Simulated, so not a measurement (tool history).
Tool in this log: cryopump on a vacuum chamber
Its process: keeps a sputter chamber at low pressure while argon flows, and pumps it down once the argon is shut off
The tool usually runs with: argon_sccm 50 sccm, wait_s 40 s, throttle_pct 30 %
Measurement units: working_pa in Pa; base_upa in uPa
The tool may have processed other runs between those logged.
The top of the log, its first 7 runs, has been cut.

run,hour,argon_sccm,wait_s,throttle_pct,hours of work since the pump was warmed up and emptied,hours of work since the cold head was overhauled,hours of work since the chamber's fittings were tightened,working_pa,base_upa
8,246.4,50,40,30,77,690,752,0.3041,3.75
9,290.4,50,40,30,95,708,769,0.3044,3.78
10,335.8,50,40,22,113,727,788,0.4158,4.01
11,357.0,50,40,22,122,735,797,0.4147,3.98
12,384.1,50,40,30,133,746,808,0.3088,4.07
13,423.9,50,40,30,149,762,824,0.3037,4.03
14,470.0,50,40,30,168,781,843,0.3083,4.06
15,491.0,50,40,30,177,790,851,0.3061,4.10
16,523.9,50,40,30,190,803,864,0.3100,4.16
17,547.3,50,40,30,200,813,874,0.3077,4.18
18,587.3,44,40,30,216,829,890,0.2731,4.29
19,607.5,44,40,30,224,837,899,0.2734,4.30
20,640.0,32,55,21,237,850,912,0.2799,3.53
21,673.4,82,141,30,251,864,925,0.5132,2.51
22,715.1,82,141,30,268,881,942,0.5155,2.70
23,736.8,77,87,29,277,890,951,0.4984,3.08
24,782.0,77,87,29,295,908,970,0.5015,3.00
25,824.5,58,59,24,312,925,987,0.4478,3.67
26,845.2,37,228,15,321,934,995,0.4547,2.49
27,887.4,37,228,15,338,951,1012,0.4533,2.56
28,931.1,62,34,57,356,969,1030,0.2157,5.10

What will run 29 give?
29,955.6,62,34,57,366,979,1040,?,?

Run 29 measured working_pa 0.2165 Pa, base_upa 5.01 uPa.
Had the tool carried no hidden state, the very same run would have given working_pa 0.1953 Pa, base_upa 3.05 uPa.
